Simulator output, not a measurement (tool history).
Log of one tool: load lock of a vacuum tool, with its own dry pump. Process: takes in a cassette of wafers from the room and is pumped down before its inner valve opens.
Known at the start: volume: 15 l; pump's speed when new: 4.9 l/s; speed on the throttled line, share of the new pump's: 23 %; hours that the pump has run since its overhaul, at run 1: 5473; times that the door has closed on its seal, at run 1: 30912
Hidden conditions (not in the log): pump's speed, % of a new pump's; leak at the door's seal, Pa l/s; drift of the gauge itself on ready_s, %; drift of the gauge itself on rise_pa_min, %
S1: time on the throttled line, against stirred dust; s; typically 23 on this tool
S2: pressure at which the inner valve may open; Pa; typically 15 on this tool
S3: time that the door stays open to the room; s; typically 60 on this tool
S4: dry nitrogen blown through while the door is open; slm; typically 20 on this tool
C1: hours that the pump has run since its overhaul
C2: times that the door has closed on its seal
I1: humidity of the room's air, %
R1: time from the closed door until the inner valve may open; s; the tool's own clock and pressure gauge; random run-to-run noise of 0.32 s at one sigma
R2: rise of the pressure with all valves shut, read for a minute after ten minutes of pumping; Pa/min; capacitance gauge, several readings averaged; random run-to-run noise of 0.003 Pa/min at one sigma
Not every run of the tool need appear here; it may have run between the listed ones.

run	hour	S1	S2	S3	S4	C1	C2	I1	R1	R2
1	0	23	15	60	20	5473	30912	45.2	46.9	0.288
2	247.5	23	15	60	20	5721	31673	45.4	47.4	0.301
3	407.4	23	15	60	20	5881	32164	45.8	47.1	0.302
4	572.6	23	15	60	20	6046	32672	42.1	47.1	0.305
5	746.6	23	11	60	20	6220	33207	45.5	48.5	0.319
6	882.8	23	15	60	20	6356	33626	44.7	47.6	0.311
7	1090.3	23	15	60	20	6564	34264	44.3	47.2	0.335
8	1329.2	23	15	60	20	6803	34999	40.4	47.4	0.33
9	1493.3	23	15	60	20	6967	35504	42.9	47.8	0.341
10	1740.3	23	15	60	5	7214	36263	46.1	47.8	0.364
11	1871.7	23	15	60	5	7345	36667	46.1	48	0.371
12	2029.8	38	15	60	5	7503	37153	48.8	58.8	0.382
13	2174.8	38	15	60	5	7648	37599	46.3	59.2	0.389
14	2426.5	38	15	60	5	7900	38373	45.8	59	0.391
15	2608.8	38	15	60	5	8082	38934	43.3	59.3	0.406
16	2844.2	38	15	60	5	8318	39658	44.1	59.5	0.405
17	3111.4	38	13	60	5	8585	40479	43.1	60.3	0.421
18	3353.2	14	13	60	5	8827	41223	42.5	42.3	0.424
19	3496.3	44	26	99	6	8970	41663	45.9	61.7	0.462
20	3670.2	23	11	183	10	9144	42198	47.6	49.5	0.513
21	3809.4	38	23	49	5	9283	42626	41.2	58.3	0.432
22	3990.5	14	24	42	13	9464	43183	46	40.6	0.434
23	4230.8	14	24	42	13	9704	43922	44.2	40.8	0.435
24	4408.6	14	24	42	13	9882	44468	46.6	41.2	0.465
25	4683.7	14	24	42	13	10157	45314	39.9	41.6	0.465
26	4966	14	24	42	13	10439	46183	45.7	40.9	0.477
27	5093	14	24	42	13	10566	46573	47.7	41.9	0.487
28	5210	40	15	60	28	10683	46933	44.2	61.4	0.484
29	5413.1	19	16	55	35	10887	47557	46	46.9	0.495
# hour 5540.4: dry pump taken out, an overhauled one fitted
30	5643.9	19	16	55	35	104	48249	45.9	41.6	0.505
31	5884.1	23	17	60	20	344	48987	45	45.1	0.535
32	6051.9	23	17	60	20	512	49503	42.9	44.9	0.534
33	6305.1	23	11	120	20	765	50282	44.6	46.5	0.582

Alternative continuations, all from the tool just after run 33; predict every row:
A	6426.7	23	22	29	6	886	50656	45.7	?	?
B	6426.7	23	15	60	20	886	50656	47.7	?	?
C	6426.7	43	18	120	6	886	50656	43.8	?	?
D	6426.7	23	15	60	4	886	50656	45.3	?	?

run	R1	R2
A	44.2	0.557
B	45.4	0.55
C	59.5	0.612
D	44.8	0.583
With no hidden state in the tool, these same runs would have given:
run	R1	R2
A	43.8	0.046
B	45	0.056
C	59.2	0.108
D	44.3	0.081
